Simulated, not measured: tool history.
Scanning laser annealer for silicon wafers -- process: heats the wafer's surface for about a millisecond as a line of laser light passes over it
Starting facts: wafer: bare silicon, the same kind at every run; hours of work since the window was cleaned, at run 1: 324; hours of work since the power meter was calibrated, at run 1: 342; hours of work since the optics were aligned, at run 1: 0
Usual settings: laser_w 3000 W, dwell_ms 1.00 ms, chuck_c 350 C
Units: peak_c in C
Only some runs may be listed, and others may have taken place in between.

run	day	laser_w	dwell_ms	chuck_c	hours of work since the window was cleaned	hours of work since the power meter was calibrated	hours of work since the optics were aligned	peak_c
1	0.000	3000	1.00	350	324	342	0	1155
2	0.708	3000	1.00	350	335	353	11	1157
3	1.262	3120	1.00	350	344	361	19	1192
4	2.338	3000	1.00	350	360	378	36	1157
5	2.912	3000	1.00	350	369	387	45	1155
6	3.888	3000	1.18	350	384	402	60	1218
7	4.633	3000	1.18	350	395	413	71	1210
8	5.750	3000	1.18	350	413	431	88	1219
9	6.350	3000	1.18	350	422	440	98	1213
10	7.158	3000	1.18	350	434	452	110	1212
11	7.900	3000	1.00	349	446	464	122	1147
12	8.529	3000	1.00	350	455	473	131	1144
13	9.333	3000	1.00	350	468	486	144	1145
14	10.008	3000	1.00	350	478	496	154	1144
15	10.667	3000	1.00	363	488	506	164	1156
16	11.175	3000	1.00	321	496	514	172	1114
17	11.854	3000	1.00	321	507	525	182	1111
18	12.583	3000	1.00	321	518	536	194	1114
19	13.354	3000	1.00	321	530	548	205	1110
# day 13.608: window over the wafer cleaned
20	14.458	3000	0.84	350	13	563	221	1119
21	15.346	3000	0.84	350	27	577	235	1113
22	16.467	3000	0.84	350	44	594	252	1115
23	17.188	3000	0.84	350	55	605	263	1111

For run 24, what comes out?
24	17.846	2628	0.80	368	65	615	273	?

{"run 24": {"peak_c": 1013}}
With no hidden state in the tool, this same run would have given peak_c 1016 C.

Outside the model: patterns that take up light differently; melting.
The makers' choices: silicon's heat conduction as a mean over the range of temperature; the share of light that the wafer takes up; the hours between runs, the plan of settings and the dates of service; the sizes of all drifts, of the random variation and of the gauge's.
